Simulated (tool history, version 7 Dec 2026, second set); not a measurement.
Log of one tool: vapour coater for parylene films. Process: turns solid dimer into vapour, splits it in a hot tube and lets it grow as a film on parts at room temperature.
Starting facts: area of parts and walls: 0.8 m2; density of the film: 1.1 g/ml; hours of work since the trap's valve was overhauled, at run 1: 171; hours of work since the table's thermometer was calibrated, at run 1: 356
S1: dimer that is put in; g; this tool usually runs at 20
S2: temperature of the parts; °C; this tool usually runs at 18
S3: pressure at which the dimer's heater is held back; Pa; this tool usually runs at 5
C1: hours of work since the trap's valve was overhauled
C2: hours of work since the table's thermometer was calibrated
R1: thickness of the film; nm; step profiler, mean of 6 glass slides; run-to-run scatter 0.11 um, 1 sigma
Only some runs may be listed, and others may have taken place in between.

| run | hour | S1 | S2 | S3 | C1 | C2 | R1 |
|---|---|---|---|---|---|---|---|
| 1 | 0 | 20 | 18 | 5 | 171 | 356 | 14300 |
| 2 | 9.7 | 20 | 18 | 5 | 177 | 362 | 14120 |
| 3 | 24.5 | 20 | 18 | 5 | 185 | 370 | 14220 |
| 4 | 42.4 | 20 | 20 | 5 | 195 | 380 | 13770 |
| 5 | 62.2 | 20 | 20 | 5 | 205 | 391 | 13630 |
| 6 | 76.2 | 20 | 20 | 5 | 213 | 398 | 13760 |
| 7 | 94.3 | 20 | 18 | 5 | 223 | 408 | 14100 |
| 8 | 106.8 | 34 | 18 | 5 | 230 | 415 | 23730 |
|  | 125.9 | trap's valve overhauled |
| 9 | 127.5 | 34 | 13 | 5 | 1 | 424 | 25040 |
| 10 | 140.8 | 34 | 13 | 5 | 8 | 432 | 24710 |
| 11 | 155.9 | 20 | 18 | 5 | 16 | 440 | 13580 |
| 12 | 176.4 | 20 | 18 | 5 | 28 | 451 | 13610 |
|  | 183.9 | trap's valve overhauled, once more |
| 13 | 201.6 | 20 | 18 | 5 | 10 | 463 | 14840 |
| 14 | 212.2 | 34 | 18 | 5 | 16 | 469 | 25000 |
| 15 | 225.3 | 20 | 22 | 5 | 23 | 476 | 13880 |
| 16 | 242.3 | 20 | 18 | 11.87 | 32 | 485 | 13310 |
| 17 | 261.2 | 20 | 18 | 5 | 43 | 496 | 14610 |
| 18 | 272.9 | 20 | 18 | 5 | 49 | 502 | 14630 |
| 19 | 291.3 | 23 | 18 | 5 | 59 | 512 | 16860 |
| 20 | 312.1 | 23 | 18 | 5 | 71 | 524 | 16770 |
| 21 | 327.7 | 32 | 18 | 5 | 79 | 532 | 23150 |
| 22 | 342.1 | 29 | 18 | 5 | 87 | 540 | 21120 |
| 23 | 362 | 29 | 18 | 5 | 98 | 551 | 21040 |
| 24 | 374.7 | 29 | 18 | 5 | 105 | 558 | 20690 |
| 25 | 389.5 | 29 | 18 | 5 | 113 | 566 | 20930 |
| 26 | 408.7 | 29 | 18 | 5 | 124 | 577 | 20630 |
| 27 | 421.8 | 28 | 18 | 10.05 | 131 | 584 | 18500 |
| 28 | 437.7 | 20 | 25 | 10.05 | 140 | 593 | 11780 |
| 29 | 452.1 | 20 | 28 | 5 | 148 | 601 | 12210 |
| 30 | 464.7 | 20 | 28 | 5 | 154 | 608 | 12040 |
| 31 | 479.8 | 20 | 28 | 5 | 163 | 616 | 12150 |
| 32 | 491.4 | 13 | 12 | 6.4 | 169 | 622 | 9700 |
| 33 | 500.4 | 15 | 18 | 7.73 | 174 | 627 | 10110 |
| 34 | 517.4 | 32 | 18 | 11.92 | 183 | 637 | 20160 |
| 35 | 528.7 | 9 | 18 | 7.1 | 190 | 643 | 6040 |
| 36 | 539.4 | 15 | 15 | 5 | 196 | 649 | 11110 |
| 37 | 552 | 15 | 15 | 5 | 202 | 656 | 10930 |
| 38 | 563.6 | 24 | 11 | 2.6 | 209 | 662 | 20140 |
| 39 | 576.4 | 29 | 22 | 10.98 | 216 | 669 | 17290 |
| 40 | 591.3 | 9 | 17 | 5 | 224 | 677 | 6370 |
| 41 | 603.7 | 9 | 17 | 5 | 231 | 684 | 6250 |
|  | 621.6 | trap's valve overhauled |
| 42 | 623.6 | 9 | 17 | 5 | 1 | 693 | 6820 |
| 43 | 644.7 | 18 | 14 | 9.37 | 13 | 704 | 13240 |
| 44 | 661.8 | 18 | 18 | 4.99 | 22 | 714 | 13400 |
| 45 | 672.7 | 23 | 10 | 10.37 | 28 | 720 | 17520 |
| 46 | 685.1 | 23 | 10 | 10.37 | 35 | 727 | 17880 |
| 47 | 704.3 | 20 | 15 | 3.65 | 46 | 737 | 16070 |

4 ways to go on from here, each from the tool as it stands after run 47. What would each give?
| A | 719.3 | 11 | 13 | 5.62 | 54 | 745 | ? |
| B | 719.3 | 20 | 24 | 5.49 | 54 | 745 | ? |
| C | 719.3 | 23 | 18 | 7.47 | 54 | 745 | ? |
| D | 719.3 | 20 | 19 | 5 | 54 | 745 | ? |

| run | R1 |
|---|---|
| A | 8690 |
| B | 13140 |
| C | 16100 |
| D | 14210 |
Had the tool no hidden state, the same runs would have come out as:
| run | R1 |
|---|---|
| A | 8900 |
| B | 13460 |
| C | 16480 |
| D | 14550 |
